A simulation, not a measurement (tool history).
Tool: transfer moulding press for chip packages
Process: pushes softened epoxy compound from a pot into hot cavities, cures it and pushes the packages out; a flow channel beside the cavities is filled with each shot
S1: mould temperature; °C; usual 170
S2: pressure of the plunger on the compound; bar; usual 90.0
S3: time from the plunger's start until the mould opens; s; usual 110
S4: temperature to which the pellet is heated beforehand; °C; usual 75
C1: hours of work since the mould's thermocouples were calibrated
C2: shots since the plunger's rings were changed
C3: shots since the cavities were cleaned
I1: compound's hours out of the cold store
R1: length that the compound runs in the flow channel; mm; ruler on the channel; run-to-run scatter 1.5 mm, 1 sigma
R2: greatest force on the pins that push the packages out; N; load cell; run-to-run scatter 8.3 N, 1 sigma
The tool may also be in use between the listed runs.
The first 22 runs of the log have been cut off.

At hour 353.4: cavities cleaned with cleaning compound and waxed.
Run 23, hour 355.7: usual settings but S1 172 °C, S2 77.0 bar, S3 147 s, S4 69 °C; C1 378; C2 3959; C3 22; I1 36.6. Result: R1 766 mm, R2 285 N.
Run 24, hour 367.0: usual settings but S1 167 °C, S2 104.8 bar, S3 95 s, S4 80 °C; C1 384; C2 4065; C3 128; I1 44.3. Result: R1 875 mm, R2 551 N.
Run 25, hour 375.6: usual settings but S1 176 °C, S2 105.2 bar, S3 105 s, S4 67 °C; C1 389; C2 4145; C3 208; I1 9.7. Result: R1 1049 mm, R2 317 N.
Run 26, hour 391.0: usual settings but S1 176 °C, S2 105.2 bar, S3 105 s, S4 67 °C; C1 398; C2 4290; C3 353; I1 15.3. Result: R1 1011 mm, R2 313 N.
Run 27, hour 411.8: usual settings but S1 168 °C, S2 105.2 bar, S3 105 s, S4 67 °C; C1 410; C2 4485; C3 548; I1 34.2. Result: R1 929 mm, R2 443 N.
Run 28, hour 421.5: usual settings but S1 174 °C, S2 81.2 bar, S3 134 s, S4 66 °C; C1 416; C2 4576; C3 639; I1 15.6. Result: R1 896 mm, R2 302 N.
At hour 427.9: cavities cleaned with cleaning compound and waxed.
Run 29, hour 431.7: usual settings but S1 168 °C, S3 125 s, S4 84 °C; C1 421; C2 4657; C3 35; I1 34.9. Result: R1 854 mm, R2 334 N.
Run 30, hour 450.6: usual settings but S1 168 °C, S3 125 s, S4 84 °C; C1 432; C2 4834; C3 212; I1 10.5. Result: R1 1006 mm, R2 355 N.

Below are 3 alternative next runs, each starting from the tool's condition after run 30. Predict each:
Run A, hour 461.5: usual settings but S3 90 s, S4 78 °C; C1 438; C2 4936; C3 314; I1 14.7. Result: R1 ?, R2 ?.
Run B, hour 461.5: usual settings but S1 164 °C, S4 67 °C; C1 438; C2 4936; C3 314; I1 10.7. Result: R1 ?, R2 ?.
Run C, hour 461.5: usual settings but S1 162 °C, S3 109 s, S4 84 °C; C1 438; C2 4936; C3 314; I1 24.6. Result: R1 ?, R2 ?.

run    R1   R2
  A   967  530
  B  1031  593
  C   949  669
Take away the tool's hidden state, keep each run's random variation, and the runs would have read:
run    R1   R2
  A   967  528
  B  1031  591
  C   949  666
